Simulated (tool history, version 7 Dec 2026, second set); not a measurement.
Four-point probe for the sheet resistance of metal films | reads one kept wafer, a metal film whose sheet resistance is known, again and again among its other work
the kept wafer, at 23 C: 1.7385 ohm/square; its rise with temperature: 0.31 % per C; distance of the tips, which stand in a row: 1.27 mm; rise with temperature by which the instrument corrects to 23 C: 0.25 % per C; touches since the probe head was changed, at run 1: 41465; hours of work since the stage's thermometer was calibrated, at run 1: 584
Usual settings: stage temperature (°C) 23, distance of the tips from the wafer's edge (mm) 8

run   hour  stage temperature (°C)  distance of the tips from the wafer's edge (mm)  touches since the probe head was changed  hours of work since the stage's thermometer was calibrated  sheet resistance as the instrument gives it (ohm/square)
  1    0.0                      23                                                8                                     41465                                                         584                                                  1.767797
  2   15.5                      30                                                8                                     41992                                                         590                                                  1.775230
  3   35.3                      23                                                8                                     42665                                                         598                                                  1.768109
  4   56.4                      23                                                8                                     43383                                                         607                                                  1.767777
  5   81.1                      23                                                8                                     44222                                                         617                                                  1.768878
  6  109.9                      23                                                8                                     45200                                                         629                                                  1.768942
  7  126.0                      23                                                8                                     45747                                                         636                                                  1.768226
  8  155.9                      23                                                8                                     46762                                                         648                                                  1.768834
  9  177.3                      23                                                8                                     47492                                                         657                                                  1.768718
 10  201.7                      23                                                8                                     48321                                                         667                                                  1.769196
 11  227.5                      23                                                8                                     49196                                                         677                                                  1.769454
 12  250.9                      23                                                8                                     49993                                                         687                                                  1.769008
 13  271.1                      23                                                8                                     50679                                                         695                                                  1.769629
 14  300.8                      23                                                3                                     51690                                                         707                                                  1.898678
 15  327.2                      22                                                8                                     52587                                                         718                                                  1.768647
 16  351.3                      22                                                8                                     53405                                                         728                                                  1.769070
 17  367.2                      22                                                8                                     53944                                                         735                                                  1.768572
 18  391.0                      22                                                8                                     54753                                                         744                                                  1.768474
 19  409.6                      22                                                8                                     55385                                                         752                                                  1.768896
 20  423.7                      23                                                8                                     55866                                                         758                                                  1.770897
     426.8  -- stage's thermometer calibrated
 21  442.4                      25                                                8                                     56484                                                           6                                                  1.772373
 22  461.9                      25                                               42                                     57146                                                          14                                                  1.750209
 23  484.3                      25                                               42                                     57908                                                          24                                                  1.749365
 24  503.2                      25                                               42                                     58550                                                          31                                                  1.750452
 25  520.6                      32                                               11                                     59141                                                          39                                                  1.769155
     533.8  -- stage's thermometer calibrated, once more
 26  533.8                      32                                               11                                     59574                                                           0                                                  1.767189
 27  560.3                      19                                                3                                     60473                                                          11                                                  1.893345
 28  579.8                      23                                               19                                     61136                                                          19                                                  1.750498
 29  607.2                      23                                                5                                     62067                                                          30                                                  1.804742
 30  621.0                      23                                                5                                     62537                                                          36                                                  1.804657
 31  649.0                      23                                                5                                     63490                                                          47                                                  1.804910
 32  662.7                      23                                               41                                     63955                                                          53                                                  1.746195
 33  681.0                      33                                               21                                     64576                                                          61                                                  1.759770
 34  697.0                      33                                               21                                     65119                                                          67                                                  1.760434
 35  717.6                      28                                               18                                     65821                                                          76                                                  1.756052
 36  738.1                      28                                               18                                     66517                                                          84                                                  1.757208
 37  751.9                      28                                               18                                     66986                                                          90                                                  1.756865
 38  778.2                      24                                               42                                     67881                                                         101                                                  1.749141
 39  795.8                      22                                               24                                     68477                                                         108                                                  1.748586
 40  808.9                      22                                               24                                     68924                                                         113                                                  1.748846
 41  832.4                      22                                               24                                     69722                                                         123                                                  1.748446
 42  852.2                      25                                               26                                     70394                                                         131                                                  1.751137
 43  866.4                      28                                                6                                     70876                                                         137                                                  1.793496
 44  897.1                      26                                                8                                     71920                                                         149                                                  1.773968

Forecast each of these 5 alternatives for the next run:
  A  922.6                      28                                               22                                     72788                                                         160                                                         ?
  B  922.6                      23                                               13                                     72788                                                         160                                                         ?
  C  922.6                      34                                                4                                     72788                                                         160                                                         ?
  D  922.6                      27                                                8                                     72788                                                         160                                                         ?
  E  922.6                      18                                                8                                     72788                                                         160                                                         ?

run  sheet resistance as the instrument gives it (ohm/square)
  A                                                  1.756243
  B                                                  1.756508
  C                                                  1.848838
  D                                                  1.774417
  E                                                  1.766141
Without the tool's hidden state the same runs would have given:
run  sheet resistance as the instrument gives it (ohm/square)
  A                                                  1.747186
  B                                                  1.747456
  C                                                  1.839338
  D                                                  1.765275
  E                                                  1.757049

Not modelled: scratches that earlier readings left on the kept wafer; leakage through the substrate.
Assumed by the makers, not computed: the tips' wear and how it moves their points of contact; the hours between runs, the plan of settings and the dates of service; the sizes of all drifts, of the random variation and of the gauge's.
